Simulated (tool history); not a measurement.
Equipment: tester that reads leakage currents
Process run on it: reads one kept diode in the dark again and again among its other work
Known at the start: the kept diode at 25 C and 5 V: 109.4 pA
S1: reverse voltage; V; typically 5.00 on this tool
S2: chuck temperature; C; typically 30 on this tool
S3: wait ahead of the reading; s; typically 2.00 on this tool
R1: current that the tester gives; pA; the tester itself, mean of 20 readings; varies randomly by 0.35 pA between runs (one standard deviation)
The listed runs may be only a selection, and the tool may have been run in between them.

run,hour,S1,S2,S3,R1
1,0.0,5.00,30,2.00,165.09
2,40.1,5.00,30,2.00,165.47
3,66.1,5.00,30,2.00,164.69
4,97.3,5.00,30,2.00,165.36
5,142.1,5.00,30,2.00,165.07
6,195.3,5.00,30,2.00,165.50
7,224.8,5.00,30,2.00,165.20
8,251.9,5.00,30,2.00,164.76
9,286.2,5.00,30,2.00,165.44
10,328.8,5.00,30,2.00,164.66
11,363.7,12.98,30,2.00,258.33
12,393.3,5.00,30,2.92,165.25
13,439.4,5.00,30,2.92,164.37
14,462.5,5.00,30,2.00,165.25
15,514.4,5.00,31,2.00,179.31
16,566.2,5.00,31,2.00,179.84
17,590.4,5.00,27,2.00,127.99
# hour 606.4: chuck's temperature calibrated
18,635.7,12.29,30,2.00,264.39
19,678.2,5.00,30,0.67,174.12
20,712.8,1.62,20,2.48,42.80
21,748.9,5.00,30,1.17,174.15
22,803.0,5.00,30,1.17,173.55
23,854.3,5.74,30,0.49,187.41
24,908.6,5.74,30,0.49,187.84
25,948.6,1.56,30,2.00,100.70
26,986.8,5.66,30,0.52,186.32
27,1036.3,5.66,42,0.52,490.73
28,1084.8,10.05,25,6.26,159.03
29,1134.6,5.00,55,1.37,1233.86

Forecast run 30:
30,1175.5,5.00,55,1.37,?

R1: 1235.36 pA
Had the tool carried no hidden state, the very same run would have given R1 1234.87 pA.

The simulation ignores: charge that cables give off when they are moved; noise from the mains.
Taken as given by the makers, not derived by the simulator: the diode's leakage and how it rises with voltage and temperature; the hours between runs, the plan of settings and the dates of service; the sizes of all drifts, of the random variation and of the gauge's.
